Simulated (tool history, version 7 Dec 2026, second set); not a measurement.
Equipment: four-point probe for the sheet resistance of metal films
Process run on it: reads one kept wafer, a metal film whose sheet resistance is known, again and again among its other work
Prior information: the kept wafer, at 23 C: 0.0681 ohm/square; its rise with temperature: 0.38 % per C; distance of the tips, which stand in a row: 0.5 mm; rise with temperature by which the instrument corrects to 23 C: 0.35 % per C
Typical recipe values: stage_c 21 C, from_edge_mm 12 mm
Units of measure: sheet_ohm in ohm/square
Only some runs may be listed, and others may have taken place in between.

Run 1, hour 0.0: usual settings. Result: sheet_ohm 0.068501 ohm/square.
Run 2, hour 38.9: usual settings. Result: sheet_ohm 0.068481 ohm/square.
Run 3, hour 114.4: usual settings. Result: sheet_ohm 0.068503 ohm/square.
Run 4, hour 184.4: usual settings. Result: sheet_ohm 0.068484 ohm/square.
Run 5, hour 233.6: usual settings. Result: sheet_ohm 0.068467 ohm/square.
Run 6, hour 279.8: usual settings. Result: sheet_ohm 0.068447 ohm/square.
Run 7, hour 322.0: usual settings. Result: sheet_ohm 0.068462 ohm/square.
Run 8, hour 363.9: usual settings. Result: sheet_ohm 0.068434 ohm/square.
Run 9, hour 410.5: usual settings. Result: sheet_ohm 0.068393 ohm/square.
At hour 444.7: stage's thermometer calibrated.
Run 10, hour 444.7: usual settings. Result: sheet_ohm 0.068305 ohm/square.
Run 11, hour 517.6: usual settings. Result: sheet_ohm 0.068305 ohm/square.
Run 12, hour 557.0: usual settings but stage_c 33 C. Result: sheet_ohm 0.068437 ohm/square.
Run 13, hour 619.6: usual settings but stage_c 33 C. Result: sheet_ohm 0.068435 ohm/square.
Run 14, hour 680.7: usual settings but stage_c 18 C, from_edge_mm 11 mm. Result: sheet_ohm 0.068239 ohm/square.
Run 15, hour 724.4: usual settings but stage_c 23 C, from_edge_mm 3 mm. Result: sheet_ohm 0.069233 ohm/square.
Run 16, hour 776.9: usual settings but from_edge_mm 10 mm. Result: sheet_ohm 0.068274 ohm/square.
Run 17, hour 809.9: usual settings but from_edge_mm 10 mm. Result: sheet_ohm 0.068268 ohm/square.
Run 18, hour 866.2: usual settings but stage_c 23 C, from_edge_mm 43 mm. Result: sheet_ohm 0.068216 ohm/square.
Run 19, hour 901.3: usual settings but stage_c 28 C, from_edge_mm 10 mm. Result: sheet_ohm 0.068386 ohm/square.
Run 20, hour 956.6: usual settings but from_edge_mm 6 mm. Result: sheet_ohm 0.068389 ohm/square.
Run 21, hour 1021.2: usual settings but from_edge_mm 6 mm. Result: sheet_ohm 0.068399 ohm/square.
Run 22, hour 1093.4: usual settings but stage_c 20 C, from_edge_mm 6 mm. Result: sheet_ohm 0.068378 ohm/square.
Run 23, hour 1130.3: usual settings but stage_c 22 C, from_edge_mm 28 mm. Result: sheet_ohm 0.068182 ohm/square.
Run 24, hour 1183.0: usual settings but stage_c 22 C, from_edge_mm 28 mm. Result: sheet_ohm 0.068175 ohm/square.
Run 25, hour 1245.9: usual settings but stage_c 22 C, from_edge_mm 28 mm. Result: sheet_ohm 0.068152 ohm/square.
Run 26, hour 1292.2: usual settings but stage_c 30 C, from_edge_mm 7 mm. Result: sheet_ohm 0.068429 ohm/square.

5 ways to go on from here, each from the tool as it stands after run 26. What would each give?
Run A, hour 1328.2: usual settings but stage_c 22 C, from_edge_mm 58 mm. Result: sheet_ohm ?.
Run B, hour 1328.2: usual settings but stage_c 28 C, from_edge_mm 10 mm. Result: sheet_ohm ?.
Run C, hour 1328.2: usual settings but from_edge_mm 44 mm. Result: sheet_ohm ?.
Run D, hour 1328.2: usual settings but stage_c 28 C. Result: sheet_ohm ?.
Run E, hour 1328.2: usual settings but stage_c 33 C. Result: sheet_ohm ?.

run  sheet_ohm
  A   0.068144
  B   0.068314
  C   0.068121
  D   0.068282
  E   0.068355
The same runs, with their run-to-run variation unchanged, on a tool lacking any hidden condition would have given:
run  sheet_ohm
  A   0.068100
  B   0.068271
  C   0.068077
  D   0.068239
  E   0.068312
